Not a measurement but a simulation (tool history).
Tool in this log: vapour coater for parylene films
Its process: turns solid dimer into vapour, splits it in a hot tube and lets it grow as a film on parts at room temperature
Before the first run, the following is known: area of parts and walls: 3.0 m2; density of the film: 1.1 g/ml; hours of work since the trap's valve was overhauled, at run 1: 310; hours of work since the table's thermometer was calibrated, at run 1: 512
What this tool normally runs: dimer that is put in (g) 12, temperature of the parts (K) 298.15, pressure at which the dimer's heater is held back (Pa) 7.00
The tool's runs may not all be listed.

run	hour	dimer that is put in (g)	temperature of the parts (K)	pressure at which the dimer's heater is held back (Pa)	hours of work since the trap's valve was overhauled	hours of work since the table's thermometer was calibrated	thickness of the film (nm)
1	0.0	12	298.15	7.00	310	512	2110
2	41.1	12	298.15	7.00	337	539	2030
3	71.1	12	298.15	7.00	356	558	2040
4	117.2	12	299.15	7.00	386	588	1960
5	166.8	12	299.15	7.00	418	620	2000
6	203.6	12	299.15	7.00	442	644	1920
# hour 212.0: trap's valve overhauled
7	229.0	12	299.15	7.00	11	658	2060
8	270.9	12	298.15	7.00	38	685	2090
9	293.9	12	298.15	7.00	53	700	2100
10	323.4	12	298.15	7.00	72	719	2080
11	345.2	12	299.15	7.00	86	733	2020
12	390.0	12	299.15	7.00	115	762	2070
13	416.3	12	299.15	7.00	132	779	2040
14	445.5	12	299.15	7.00	151	798	2010
15	480.2	12	299.15	7.00	174	820	2010
16	531.0	12	299.15	7.00	207	853	2000
17	574.4	12	299.15	5.11	235	881	2120
18	595.5	13	296.15	7.00	248	895	2360
19	622.1	13	296.15	7.00	266	912	2390
20	655.0	7	305.15	7.00	287	934	860
21	683.4	15	303.15	3.27	305	952	2470
22	717.2	8	294.15	10.23	327	974	1430
23	751.0	8	294.15	10.23	349	996	1410
24	784.3	7	309.15	3.74	371	1018	890
25	823.4	5	300.15	5.19	396	1043	810
26	854.7	5	291.15	5.19	416	1063	1120
27	887.6	5	300.15	5.55	438	1084	830

Here are 3 independent what-if runs from the current tool condition. What would each one return?
# hour 900.8: trap's valve overhauled
A	917.5	7	309.15	7.00	11	1101	?
# hour 900.8: trap's valve overhauled
B	917.5	5	300.15	9.21	11	1101	?
# hour 900.8: trap's valve overhauled
C	917.5	10	292.15	2.39	11	1101	?

run	thickness of the film (nm)
A	820
B	820
C	2610
Had the tool no hidden state, the same runs would have come out as:
run	thickness of the film (nm)
A	850
B	840
C	2690

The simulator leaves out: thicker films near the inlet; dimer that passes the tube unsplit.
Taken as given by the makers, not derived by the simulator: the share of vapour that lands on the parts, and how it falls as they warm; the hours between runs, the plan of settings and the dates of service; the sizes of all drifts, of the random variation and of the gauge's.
